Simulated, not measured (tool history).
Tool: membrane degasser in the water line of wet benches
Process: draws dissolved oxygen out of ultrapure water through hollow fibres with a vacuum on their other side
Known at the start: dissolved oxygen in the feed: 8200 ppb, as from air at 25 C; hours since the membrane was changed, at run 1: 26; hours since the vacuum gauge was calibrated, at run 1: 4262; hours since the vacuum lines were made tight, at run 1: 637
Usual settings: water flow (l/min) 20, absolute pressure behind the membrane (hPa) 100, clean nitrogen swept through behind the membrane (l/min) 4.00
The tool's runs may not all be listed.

run	hour	water flow (l/min)	absolute pressure behind the membrane (hPa)	clean nitrogen swept through behind the membrane (l/min)	hours since the membrane was changed	hours since the vacuum gauge was calibrated	hours since the vacuum lines were made tight	dissolved oxygen in the water behind the degasser (ppb)	pressure that the water loses in the fibres (hPa)
1	0.0	20	100	4.00	26	4262	637	316.8	532.8
2	36.8	20	100	4.00	63	4299	674	313.8	535.8
3	64.0	20	202	4.00	90	4326	701	429.0	537.8
4	95.6	20	100	4.00	122	4358	733	313.2	538.9
5	120.0	20	134	4.00	146	4382	757	346.1	540.8
6	140.0	20	134	4.00	166	4403	777	350.6	535.4
7	182.5	20	72	4.00	209	4445	820	288.7	537.4
8	209.1	20	100	4.00	235	4472	847	320.0	540.2
9	229.2	20	100	4.02	255	4492	867	314.8	536.6
10	252.5	20	100	4.02	279	4515	890	315.0	535.8
11	296.9	20	100	4.00	323	4559	934	314.1	532.5
12	326.2	20	66	4.00	352	4589	964	281.6	536.3
13	357.4	20	66	4.00	384	4620	995	281.9	536.9
14	387.3	20	100	4.00	414	4650	1025	313.5	536.0
15	428.9	20	100	4.00	455	4691	1066	318.8	537.3
16	458.0	20	100	4.00	484	4720	1095	319.8	539.6
17	495.7	20	100	4.00	522	4758	1133	316.5	538.3
18	535.7	27	100	5.66	562	4798	1173	479.0	718.1
19	575.8	27	100	5.66	602	4838	1213	472.6	724.9
20	615.3	14	182	3.80	642	4878	1253	249.3	374.5
21	641.2	20	202	4.00	668	4904	1279	434.9	540.3
22	673.4	19	173	9.50	700	4936	1311	282.8	512.1
23	705.4	20	213	2.95	732	4968	1343	515.2	537.1
24	742.8	20	164	6.28	769	5005	1380	342.6	539.1
25	782.5	20	184	4.00	809	5045	1420	405.0	537.5
26	830.5	20	73	2.08	857	5093	1468	336.9	537.5
27	874.1	20	73	2.08	900	5137	1512	331.3	540.7
28	902.3	20	73	2.08	929	5165	1540	339.7	545.6
29	938.2	27	203	2.21	964	5201	1576	841.1	737.1
30	966.6	27	203	2.21	993	5229	1604	817.5	728.7
31	1000.1	20	217	2.31	1026	5263	1638	601.0	540.4
32	1032.9	15	233	10.46	1059	5295	1670	205.6	406.9

4 ways to go on from here, each from the tool as it stands after run 32. What would each give?
A	1058.1	19	67	10.10	1084	5321	1696	?	?
B	1058.1	20	187	4.16	1084	5321	1696	?	?
C	1058.1	15	136	10.46	1084	5321	1696	?	?
D	1058.1	20	68	8.09	1084	5321	1696	?	?

run	dissolved oxygen in the water behind the degasser (ppb)	pressure that the water loses in the fibres (hPa)
A	239.8	512.5
B	412.5	542.3
C	171.5	405.8
D	264.8	540.7
Without the tool's hidden state the same runs would have given:
run	dissolved oxygen in the water behind the degasser (ppb)	pressure that the water loses in the fibres (hPa)
A	230.3	507.4
B	400.2	536.9
C	164.8	401.7
D	254.5	535.4
